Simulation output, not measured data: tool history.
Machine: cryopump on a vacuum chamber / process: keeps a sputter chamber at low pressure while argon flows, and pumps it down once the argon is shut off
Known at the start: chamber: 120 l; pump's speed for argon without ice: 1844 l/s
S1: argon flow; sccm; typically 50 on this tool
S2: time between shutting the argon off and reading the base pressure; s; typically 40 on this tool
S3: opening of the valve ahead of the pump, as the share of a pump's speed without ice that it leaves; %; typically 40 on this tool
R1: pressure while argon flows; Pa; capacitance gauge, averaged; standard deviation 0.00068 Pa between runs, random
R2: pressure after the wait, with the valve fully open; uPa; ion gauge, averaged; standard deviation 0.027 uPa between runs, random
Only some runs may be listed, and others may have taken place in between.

run,day,S1,S2,S3,R1,R2
1,0,50,40,40,0.118,1.46
2,0.529,50,40,40,0.1191,1.45
3,1.042,50,40,40,0.1183,1.48
4,1.679,50,40,40,0.1189,1.49
5,2.321,50,40,40,0.1203,1.46
6,3.017,50,40,40,0.119,1.45
7,3.312,50,40,40,0.118,1.51
8,3.938,50,40,15,0.3102,1.46
9,4.379,50,28,40,0.1202,1.94
10,4.754,50,28,40,0.1196,1.91
11,5.117,50,28,40,0.1195,1.94
12,5.625,50,28,40,0.1198,1.91
13,6.288,50,28,49,0.0999,1.88
14,6.979,50,28,49,0.0983,1.97
15,7.538,50,28,49,0.0994,1.96
16,7.946,50,28,49,0.0992,1.92
17,8.233,50,40,40,0.1206,1.48
18,8.792,36,44,40,0.0869,1.4
19,9.267,69,66,24,0.2713,1.15
20,9.646,69,66,24,0.2716,1.12
21,10.25,94,272,46,0.1985,0.63
22,10.85,94,272,46,0.1987,0.58
23,11.458,50,31,40,0.121,1.8
24,12.125,50,31,40,0.1202,1.8
25,12.608,50,40,26,0.1828,1.5
26,13.133,33,110,41,0.078,0.9
27,13.633,50,23,40,0.1206,2.3
28,14.162,27,232,34,0.0767,0.66
29,14.771,32,80,54,0.0584,1.01
30,15.288,30,142,43,0.0682,0.78
31,15.767,52,40,38,0.134,1.5
32,16.354,48,141,40,0.1179,0.78
33,16.904,65,39,25,0.2503,1.58

Difference, measured minus no-hidden-state, one row per run. Run-to-run variation is common to both terms; the gauge's own scatter need not be:
The tool's hidden condition here consists of: pump's speed, % of a pump's without ice; cold plate's temperature, K; leak into the chamber, uPa l/s; drift of the gauge itself on working_pa, %; drift of the gauge itself on base_upa, %.
run,R1,R2
1,+0.0042,+0.28
2,+0.0044,+0.28
3,+0.0044,+0.29
4,+0.0045,+0.29
5,+0.0047,+0.29
6,+0.0048,+0.29
7,+0.0048,+0.3
8,+0.005,+0.29
9,+0.0051,+0.3
10,+0.0052,+0.29
11,+0.0053,+0.31
12,+0.0053,+0.3
13,+0.0056,+0.29
14,+0.0056,+0.3
15,+0.0057,+0.31
16,+0.0058,+0.31
17,+0.0058,+0.3
18,+0.0043,+0.31
19,+0.0084,+0.32
20,+0.0086,+0.32
21,+0.0118,+0.32
22,+0.0121,+0.32
23,+0.0066,+0.32
24,+0.0067,+0.32
25,+0.0068,+0.32
26,+0.0045,+0.33
27,+0.0071,+0.32
28,+0.0039,+0.33
29,+0.0047,+0.33
30,+0.0045,+0.32
31,+0.0079,+0.33
32,+0.0074,+0.33
33,+0.0101,+0.34
